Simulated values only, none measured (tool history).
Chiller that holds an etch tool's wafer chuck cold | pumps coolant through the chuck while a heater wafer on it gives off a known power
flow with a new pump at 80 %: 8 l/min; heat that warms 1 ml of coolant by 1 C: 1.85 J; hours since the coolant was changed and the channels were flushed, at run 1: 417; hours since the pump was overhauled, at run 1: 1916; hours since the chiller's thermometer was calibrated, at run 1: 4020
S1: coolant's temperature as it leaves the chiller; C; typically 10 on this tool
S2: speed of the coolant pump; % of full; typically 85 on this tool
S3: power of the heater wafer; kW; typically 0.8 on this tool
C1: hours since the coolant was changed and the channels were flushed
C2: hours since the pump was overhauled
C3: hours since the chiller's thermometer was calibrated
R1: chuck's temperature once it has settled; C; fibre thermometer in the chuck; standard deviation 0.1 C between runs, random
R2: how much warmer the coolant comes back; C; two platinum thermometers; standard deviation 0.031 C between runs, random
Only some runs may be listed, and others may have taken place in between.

| run | hour | S1 | S2 | S3 | C1 | C2 | C3 | R1 | R2 |
|---|---|---|---|---|---|---|---|---|---|
| 1 | 0 | 10 | 85 | 0.8 | 417 | 1916 | 4020 | 18.4 | 3.15 |
| 2 | 47.5 | 10 | 85 | 0.8 | 464 | 1964 | 4068 | 18.5 | 3.08 |
| 3 | 132.9 | 10 | 85 | 0.8 | 550 | 2049 | 4153 | 18.4 | 3.14 |
| 4 | 209.4 | 10 | 85 | 0.8 | 626 | 2125 | 4230 | 18.5 | 3.11 |
| 5 | 266.3 | 10 | 85 | 0.8 | 683 | 2182 | 4287 | 18.4 | 3.11 |
| 6 | 333.5 | 10 | 85 | 0.8 | 750 | 2250 | 4354 | 18.6 | 3.16 |
| 7 | 380.9 | 10 | 85 | 0.8 | 798 | 2297 | 4401 | 18.4 | 3.09 |
| 8 | 421.4 | 10 | 85 | 0.8 | 838 | 2337 | 4442 | 18.4 | 3.09 |
| 9 | 457.1 | 10 | 85 | 0.75 | 874 | 2373 | 4477 | 17.9 | 2.92 |
| 10 | 519.1 | 10 | 85 | 0.75 | 936 | 2435 | 4539 | 18 | 2.95 |
| 11 | 603.6 | 10 | 85 | 0.452 | 1020 | 2520 | 4624 | 14.9 | 1.78 |
| 12 | 662.1 | 2 | 90 | 0.8 | 1079 | 2578 | 4682 | 10.2 | 3 |
| 13 | 718.2 | 0 | 85 | 0.402 | 1135 | 2634 | 4738 | 4.5 | 1.57 |
| 14 | 791 | 0 | 85 | 0.402 | 1208 | 2707 | 4811 | 4.5 | 1.55 |
| 15 | 850.2 | 16 | 78 | 0.708 | 1267 | 2766 | 4871 | 24.2 | 3.01 |
| 16 | 923.4 | 16 | 68 | 0.546 | 1340 | 2840 | 4944 | 22.8 | 2.76 |
| 17 | 993.2 | 18 | 61 | 0.553 | 1410 | 2909 | 5013 | 25.4 | 3.13 |
| 18 | 1072.7 | 20 | 84 | 0.487 | 1489 | 2989 | 5093 | 25.4 | 1.93 |
| 19 | 1114.6 | 16 | 85 | 0.8 | 1531 | 3031 | 5135 | 24.6 | 3.13 |
| 20 | 1167.1 | 16 | 85 | 0.8 | 1584 | 3083 | 5187 | 24.8 | 3.09 |
| 21 | 1241.2 | 4 | 92 | 0.476 | 1658 | 3157 | 5262 | 8.9 | 1.69 |
| 22 | 1276.5 | 3 | 80 | 0.466 | 1693 | 3193 | 5297 | 8.5 | 2 |

Results for each run, recomputed without the tool's hidden state and with each run's random variation untouched:
What the log doesn't record here: heat passed by the chuck's channels, % of clean ones'; flow at a given pump speed, % of a new pump's; coolant's true temperature over the reading, C; drift of the gauge itself on chuck_c, C; drift of the gauge itself on warmer_back_c, C.
| run | R1 | R2 |
|---|---|---|
| 1 | 17.9 | 3.09 |
| 2 | 18 | 3.01 |
| 3 | 17.9 | 3.08 |
| 4 | 18 | 3.04 |
| 5 | 17.9 | 3.04 |
| 6 | 18.1 | 3.09 |
| 7 | 17.8 | 3.01 |
| 8 | 17.8 | 3.02 |
| 9 | 17.3 | 2.85 |
| 10 | 17.4 | 2.88 |
| 11 | 14.4 | 1.73 |
| 12 | 9.5 | 2.92 |
| 13 | 4 | 1.53 |
| 14 | 4 | 1.51 |
| 15 | 23.5 | 2.93 |
| 16 | 22.2 | 2.68 |
| 17 | 24.7 | 3.03 |
| 18 | 24.8 | 1.87 |
| 19 | 23.9 | 3.03 |
| 20 | 24.1 | 2.99 |
| 21 | 8.3 | 1.63 |
| 22 | 7.8 | 1.93 |
